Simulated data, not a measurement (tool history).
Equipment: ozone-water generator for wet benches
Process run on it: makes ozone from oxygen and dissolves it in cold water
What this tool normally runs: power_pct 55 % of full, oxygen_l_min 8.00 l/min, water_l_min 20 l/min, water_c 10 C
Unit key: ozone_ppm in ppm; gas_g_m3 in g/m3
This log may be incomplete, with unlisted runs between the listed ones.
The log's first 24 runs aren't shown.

run,hour,power_pct,oxygen_l_min,water_l_min,water_c,ozone_ppm,gas_g_m3
25,595.7,90,7.53,29,6,24.7,262.8
26,617.7,90,7.53,29,6,24.5,263.8
27,641.3,90,7.53,29,6,24.6,259.4
28,670.4,90,7.53,29,8,24.1,260.8
29,698.4,90,7.53,29,8,24.1,259.3
30,733.9,46,7.53,29,8,12.7,141.1
31,756.3,49,9.65,21,10,17.5,132.1
32,785.3,75,6.23,21,14,24.6,244.8
33,818.1,55,8.00,20,6,21.9,162.1

Branching from run 33: 4 alternative next runs. What would each branch give?
A,849.6,55,6.86,20,9,?,?
B,849.6,100,4.20,13,6,?,?
C,849.6,55,8.00,20,6,?,?
D,849.6,51,8.56,26,10,?,?

run,ozone_ppm,gas_g_m3
A,20.9,175.9
B,54.1,391.3
C,21.7,161.8
D,15.4,145.3
With the hidden condition removed and each run's random variation left untouched, the same runs would have given:
run,ozone_ppm,gas_g_m3
A,22.2,179.4
B,58.1,404.8
C,23.1,165.1
D,16.4,147.9

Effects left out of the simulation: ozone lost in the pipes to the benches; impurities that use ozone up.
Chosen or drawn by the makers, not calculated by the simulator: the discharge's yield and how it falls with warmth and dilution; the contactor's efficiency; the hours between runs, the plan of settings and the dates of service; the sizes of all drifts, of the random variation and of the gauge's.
